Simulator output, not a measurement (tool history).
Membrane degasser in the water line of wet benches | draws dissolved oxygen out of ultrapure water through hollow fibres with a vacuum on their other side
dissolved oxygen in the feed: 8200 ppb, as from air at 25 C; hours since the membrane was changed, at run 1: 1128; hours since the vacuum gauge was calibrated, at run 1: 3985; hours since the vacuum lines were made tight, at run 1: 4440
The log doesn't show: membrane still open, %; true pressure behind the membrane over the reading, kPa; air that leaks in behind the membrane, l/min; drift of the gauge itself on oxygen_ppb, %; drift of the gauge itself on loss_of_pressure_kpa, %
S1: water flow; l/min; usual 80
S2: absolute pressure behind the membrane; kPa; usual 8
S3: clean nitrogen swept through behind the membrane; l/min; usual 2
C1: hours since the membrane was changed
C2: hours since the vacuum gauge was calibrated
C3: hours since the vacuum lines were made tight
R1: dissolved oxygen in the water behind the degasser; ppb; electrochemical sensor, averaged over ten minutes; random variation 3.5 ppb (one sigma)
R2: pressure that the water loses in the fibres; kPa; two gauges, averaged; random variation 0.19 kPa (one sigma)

| run | hour | S1 | S2 | S3 | C1 | C2 | C3 | R1 | R2 |
|---|---|---|---|---|---|---|---|---|---|
| 1 | 0 | 80 | 8 | 2 | 1128 | 3985 | 4440 | 431.2 | 39.22 |
| 2 | 28.3 | 80 | 8 | 2 | 1156 | 4014 | 4469 | 428.1 | 39.65 |
| 3 | 61.4 | 80 | 8 | 2 | 1189 | 4047 | 4502 | 434.2 | 39.46 |
| 4 | 111.1 | 80 | 8 | 4.73 | 1239 | 4096 | 4551 | 222.6 | 39.49 |
| 5 | 135.4 | 80 | 8 | 4.73 | 1263 | 4121 | 4576 | 226.8 | 39.53 |
| 6 | 163.3 | 80 | 8 | 4.73 | 1291 | 4149 | 4604 | 221.7 | 39.51 |
| 7 | 200.4 | 80 | 8 | 4.73 | 1328 | 4186 | 4641 | 225 | 39.34 |
| 8 | 243.4 | 106 | 8 | 2 | 1371 | 4229 | 4684 | 541.9 | 52.46 |
| 9 | 289.4 | 80 | 8 | 2 | 1417 | 4275 | 4730 | 434.1 | 39.35 |
| 10 | 334.8 | 80 | 8 | 2 | 1462 | 4320 | 4775 | 433.7 | 39.58 |
| 11 | 358.9 | 80 | 8 | 1.72 | 1487 | 4344 | 4799 | 481.4 | 39.49 |
| 12 | 399.5 | 80 | 8 | 1.72 | 1527 | 4385 | 4840 | 489.8 | 39.76 |
| 13 | 427.3 | 54 | 15.74 | 2.67 | 1555 | 4413 | 4868 | 554.8 | 26.67 |
| 14 | 465.7 | 118 | 12.57 | 2 | 1593 | 4451 | 4906 | 1028.4 | 58.58 |
| 15 | 516.5 | 70 | 12.57 | 1.03 | 1644 | 4502 | 4957 | 1086.9 | 34.89 |
| 16 | 563.6 | 69 | 14.19 | 2.31 | 1691 | 4549 | 5004 | 705 | 34.36 |
| 17 | 608.1 | 69 | 8.55 | 2.31 | 1736 | 4593 | 5048 | 380.2 | 34.13 |
| 18 | 650.5 | 105 | 5.35 | 2 | 1778 | 4636 | 5091 | 304.1 | 52.25 |
| 19 | 690.1 | 105 | 5.35 | 2 | 1818 | 4675 | 5130 | 301.1 | 52.26 |
| 20 | 729 | 105 | 8.28 | 2 | 1857 | 4714 | 5169 | 569.5 | 52.11 |
| 21 | 762 | 105 | 8.28 | 2 | 1890 | 4747 | 5202 | 559.7 | 52.21 |
| 22 | 793.4 | 109 | 11.95 | 1.89 | 1921 | 4779 | 5234 | 943.7 | 54.68 |
| 23 | 827 | 112 | 8.82 | 2.29 | 1955 | 4812 | 5267 | 595.8 | 56.28 |
| 24 | 854.8 | 54 | 7.66 | 0.88 | 1982 | 4840 | 5295 | 537 | 26.86 |

Forecast each of these 3 alternatives for the next run:
| A | 907.1 | 80 | 4.9 | 2 | 2035 | 4892 | 5347 | ? | ? |
| B | 907.1 | 62 | 10.34 | 2.47 | 2035 | 4892 | 5347 | ? | ? |
| C | 907.1 | 54 | 7.66 | 1.81 | 2035 | 4892 | 5347 | ? | ? |

| run | R1 | R2 |
|---|---|---|
| A | 206.6 | 39.74 |
| B | 427.2 | 31.05 |
| C | 320.1 | 26.72 |
Without the tool's hidden state the same runs would have given:
| run | R1 | R2 |
|---|---|---|
| A | 158.8 | 38.77 |
| B | 395.3 | 30.29 |
| C | 284.1 | 26.06 |

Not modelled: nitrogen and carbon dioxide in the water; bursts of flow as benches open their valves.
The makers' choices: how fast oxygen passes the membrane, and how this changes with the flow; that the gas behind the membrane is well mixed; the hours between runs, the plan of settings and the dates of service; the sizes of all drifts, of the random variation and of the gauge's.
